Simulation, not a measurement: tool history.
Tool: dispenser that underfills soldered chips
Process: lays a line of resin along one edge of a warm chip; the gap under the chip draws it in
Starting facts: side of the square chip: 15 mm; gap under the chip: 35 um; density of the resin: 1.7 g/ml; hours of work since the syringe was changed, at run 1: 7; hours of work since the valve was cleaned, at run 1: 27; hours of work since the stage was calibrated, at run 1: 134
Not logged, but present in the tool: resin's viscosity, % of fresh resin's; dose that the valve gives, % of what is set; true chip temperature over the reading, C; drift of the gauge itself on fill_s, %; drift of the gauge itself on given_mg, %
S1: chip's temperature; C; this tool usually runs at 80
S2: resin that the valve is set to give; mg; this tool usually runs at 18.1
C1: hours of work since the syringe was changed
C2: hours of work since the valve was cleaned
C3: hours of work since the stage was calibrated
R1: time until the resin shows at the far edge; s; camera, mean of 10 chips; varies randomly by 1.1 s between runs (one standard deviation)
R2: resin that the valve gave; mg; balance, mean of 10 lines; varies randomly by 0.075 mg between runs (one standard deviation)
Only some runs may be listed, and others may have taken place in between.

| run | hour | S1 | S2 | C1 | C2 | C3 | R1 | R2 |
|---|---|---|---|---|---|---|---|---|
| 1 | 0.0 | 80 | 18.1 | 7 | 27 | 134 | 173.8 | 17.79 |
|  | 2.3 | new syringe of resin |
| 2 | 5.4 | 80 | 18.1 | 2 | 31 | 138 | 124.2 | 17.87 |
| 3 | 11.3 | 78 | 18.1 | 7 | 35 | 142 | 189.0 | 17.67 |
|  | 13.9 | new syringe of resin |
| 4 | 14.9 | 78 | 18.1 | 1 | 38 | 144 | 119.7 | 17.87 |
| 5 | 17.9 | 93 | 18.1 | 3 | 40 | 147 | 79.6 | 17.81 |
| 6 | 24.5 | 85 | 18.1 | 8 | 44 | 151 | 158.3 | 17.60 |
|  | 25.8 | new syringe of resin |
| 7 | 30.3 | 85 | 18.1 | 3 | 48 | 155 | 110.8 | 17.77 |
| 8 | 35.2 | 85 | 18.1 | 7 | 52 | 159 | 149.8 | 17.61 |
|  | 37.3 | new syringe of resin |
| 9 | 41.1 | 73 | 18.1 | 3 | 56 | 163 | 170.9 | 17.61 |
| 10 | 46.0 | 73 | 18.1 | 6 | 60 | 167 | 225.8 | 17.61 |
|  | 49.0 | new syringe of resin |
| 11 | 51.6 | 80 | 18.1 | 2 | 64 | 170 | 121.2 | 17.54 |
| 12 | 55.0 | 80 | 18.1 | 4 | 66 | 173 | 145.5 | 17.50 |
|  | 60.7 | new syringe of resin |
| 13 | 60.7 | 80 | 18.1 | 0 | 70 | 177 | 105.3 | 17.46 |
| 14 | 64.0 | 73 | 18.1 | 2 | 72 | 179 | 166.6 | 17.52 |
| 15 | 69.4 | 80 | 18.1 | 6 | 76 | 183 | 172.2 | 17.48 |
|  | 72.5 | new syringe of resin |
| 16 | 75.3 | 80 | 18.1 | 2 | 80 | 187 | 120.4 | 17.38 |
| 17 | 79.7 | 80 | 18.1 | 5 | 84 | 191 | 158.1 | 17.51 |
|  | 84.3 | new syringe of resin |
| 18 | 86.2 | 80 | 18.1 | 1 | 88 | 195 | 119.4 | 17.48 |
| 19 | 90.5 | 81 | 19.8 | 5 | 91 | 198 | 143.6 | 18.96 |
|  | 95.9 | new syringe of resin |
| 20 | 96.5 | 81 | 19.8 | 0 | 95 | 202 | 102.6 | 19.01 |
| 21 | 102.9 | 69 | 17.7 | 5 | 100 | 207 | 238.5 | 16.98 |
| 22 | 106.1 | 65 | 18.1 | 7 | 102 | 209 | 338.5 | 17.37 |
|  | 107.7 | new syringe of resin |
|  | 112.2 | dispensing valve cleaned and set on the balance |
| 23 | 113.2 | 86 | 18.1 | 3 | 1 | 214 | 107.2 | 18.12 |
| 24 | 117.5 | 86 | 18.1 | 6 | 4 | 217 | 137.0 | 17.94 |
|  | 120.3 | new syringe of resin |
| 25 | 122.4 | 71 | 22.2 | 2 | 7 | 220 | 170.4 | 22.09 |
| 26 | 128.0 | 91 | 17.4 | 6 | 11 | 224 | 109.0 | 17.23 |
|  | 132.2 | new syringe of resin |
| 27 | 134.4 | 82 | 16.6 | 2 | 16 | 229 | 113.2 | 16.41 |
| 28 | 139.3 | 82 | 17.6 | 5 | 19 | 232 | 145.0 | 17.38 |
|  | 143.9 | new syringe of resin |
| 29 | 144.1 | 72 | 20.2 | 0 | 23 | 235 | 144.7 | 20.02 |
| 30 | 148.6 | 72 | 20.2 | 3 | 26 | 239 | 188.7 | 19.97 |
| 31 | 152.0 | 87 | 20.2 | 6 | 28 | 241 | 126.3 | 19.89 |
|  | 155.8 | new syringe of resin |
| 32 | 158.7 | 87 | 20.2 | 2 | 33 | 246 | 93.6 | 19.84 |
| 33 | 163.1 | 87 | 20.2 | 5 | 36 | 249 | 120.2 | 19.71 |
|  | 167.6 | new syringe of resin |
| 34 | 169.5 | 85 | 19.0 | 1 | 41 | 253 | 95.8 | 18.62 |
| 35 | 174.4 | 85 | 19.0 | 5 | 44 | 257 | 129.6 | 18.51 |

Alternative continuations, all from the tool just after run 35; predict every row:
|  | 179.1 | new syringe of resin |
| A | 180.8 | 95 | 18.1 | 1 | 49 | 261 | ? | ? |
|  | 179.1 | new syringe of resin |
| B | 180.8 | 94 | 22.5 | 1 | 49 | 261 | ? | ? |
|  | 179.1 | new syringe of resin |
| C | 180.8 | 80 | 21.8 | 1 | 49 | 261 | ? | ? |

| run | R1 | R2 |
|---|---|---|
| A | 67.3 | 17.85 |
| B | 66.5 | 21.93 |
| C | 114.7 | 21.22 |
With the hidden condition removed and each run's random variation left untouched, the same runs would have given:
| run | R1 | R2 |
|---|---|---|
| A | 59.0 | 18.27 |
| B | 58.6 | 22.45 |
| C | 100.5 | 21.73 |
